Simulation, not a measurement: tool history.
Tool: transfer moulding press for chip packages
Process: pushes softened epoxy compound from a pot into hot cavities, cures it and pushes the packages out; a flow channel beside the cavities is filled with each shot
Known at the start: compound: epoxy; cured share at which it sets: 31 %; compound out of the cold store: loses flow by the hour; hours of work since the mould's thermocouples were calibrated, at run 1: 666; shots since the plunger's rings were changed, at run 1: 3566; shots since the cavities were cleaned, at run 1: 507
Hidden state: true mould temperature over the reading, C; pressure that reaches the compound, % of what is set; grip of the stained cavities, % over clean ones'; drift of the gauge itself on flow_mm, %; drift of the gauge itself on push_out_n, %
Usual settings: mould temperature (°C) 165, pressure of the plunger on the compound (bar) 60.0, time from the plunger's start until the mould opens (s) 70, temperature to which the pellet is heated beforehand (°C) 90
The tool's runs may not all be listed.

run	day	mould temperature (°C)	pressure of the plunger on the compound (bar)	time from the plunger's start until the mould opens (s)	temperature to which the pellet is heated beforehand (°C)	hours of work since the mould's thermocouples were calibrated	shots since the plunger's rings were changed	shots since the cavities were cleaned	incoming compound's hours out of the cold store	length that the compound runs in the flow channel (mm)	greatest force on the pins that push the packages out (N)
1	0.000	165	60.0	70	90	666	3566	507	37.9	603	907
# day 0.554: cavities cleaned with cleaning compound and waxed
2	1.283	165	60.0	70	90	679	3911	207	34.7	610	805
3	2.650	165	60.0	70	90	694	4295	591	46.1	561	878
# day 3.017: cavities cleaned with cleaning compound and waxed
4	4.421	165	60.0	70	90	713	4778	397	12.5	704	956
# day 5.438: cavities cleaned with cleaning compound and waxed
5	5.517	165	60.0	70	90	724	5070	23	37.0	590	670
# day 7.221: plunger's sealing rings changed
6	7.546	165	60.0	70	90	745	92	566	10.5	755	1103
# day 7.912: cavities cleaned with cleaning compound and waxed
7	9.133	165	60.0	70	90	761	523	345	25.3	674	920
# day 10.221: mould's thermocouples calibrated
# day 10.454: cavities cleaned with cleaning compound and waxed
8	11.250	165	60.0	70	90	11	1079	226	43.3	591	747
# day 12.842: cavities cleaned with cleaning compound and waxed
9	12.879	165	60.0	70	90	28	1521	11	45.2	577	587
10	14.075	165	60.0	70	90	41	1858	348	10.2	731	904
# day 15.229: cavities cleaned with cleaning compound and waxed
11	15.338	165	60.0	70	90	54	2197	31	16.8	699	687
12	17.212	165	60.0	70	90	74	2726	560	22.7	670	923
# day 17.575: cavities cleaned with cleaning compound and waxed
13	18.579	165	62.1	70	90	88	3094	283	33.0	630	787
14	19.483	165	62.1	70	90	98	3349	538	10.3	734	1018
# day 19.962: cavities cleaned with cleaning compound and waxed
15	20.608	168	62.1	52	96	110	3649	182	23.6	659	1273
16	21.742	159	62.1	52	90	122	3969	502	44.5	592	2336
# day 22.454: cavities cleaned with cleaning compound and waxed
17	23.250	170	62.1	52	90	138	4376	224	40.1	582	1079
# day 24.888: cavities cleaned with cleaning compound and waxed
18	25.438	170	62.1	52	90	161	4976	155	18.5	664	1098
19	26.371	165	46.2	105	95	171	5240	419	38.8	512	535
# day 27.354: plunger's sealing rings changed
# day 27.417: cavities cleaned with cleaning compound and waxed
20	28.417	160	58.2	63	95	192	282	282	33.5	644	1425
21	29.438	171	71.2	61	86	203	570	570	36.8	669	819
# day 29.775: cavities cleaned with cleaning compound and waxed
22	31.304	168	60.0	108	90	222	1079	431	26.2	659	555
# day 32.233: cavities cleaned with cleaning compound and waxed
23	33.046	161	60.0	108	90	241	1554	230	43.8	602	543
# day 34.654: cavities cleaned with cleaning compound and waxed
24	34.833	166	60.0	106	91	259	2040	51	38.6	604	460
25	36.154	161	63.2	106	97	274	2413	424	47.9	589	593
# day 37.062: cavities cleaned with cleaning compound and waxed
26	37.546	164	70.2	90	93	288	2788	137	8.5	797	562
27	38.462	164	70.2	90	93	298	3047	396	23.8	719	627

Hidden state or all else? Some run-to-run changes of length that the compound runs in the flow channel (mm), split into what the settings, what came in and random variation would give without the hidden state, and what is left for the hidden state (with any gauge scatter that isn't in both results):
Run 5 -> 6: plunger's sealing rings changed. length that the compound runs in the flow channel (mm) +165: hidden state +36, all else +129.
Run 19 -> 20: mould temperature (°C) 165 -> 160, pressure of the plunger on the compound (bar) 46.2 -> 58.2, time from the plunger's start until the mould opens (s) 105 -> 63, plunger's sealing rings changed, cavities cleaned with cleaning compound and waxed. length that the compound runs in the flow channel (mm) +132: hidden state +34, all else +98.
Run 25 -> 26: mould temperature (°C) 161 -> 164, pressure of the plunger on the compound (bar) 63.2 -> 70.2, time from the plunger's start until the mould opens (s) 106 -> 90, temperature to which the pellet is heated beforehand (°C) 97 -> 93, cavities cleaned with cleaning compound and waxed. length that the compound runs in the flow channel (mm) +208: hidden state -10, all else +218.
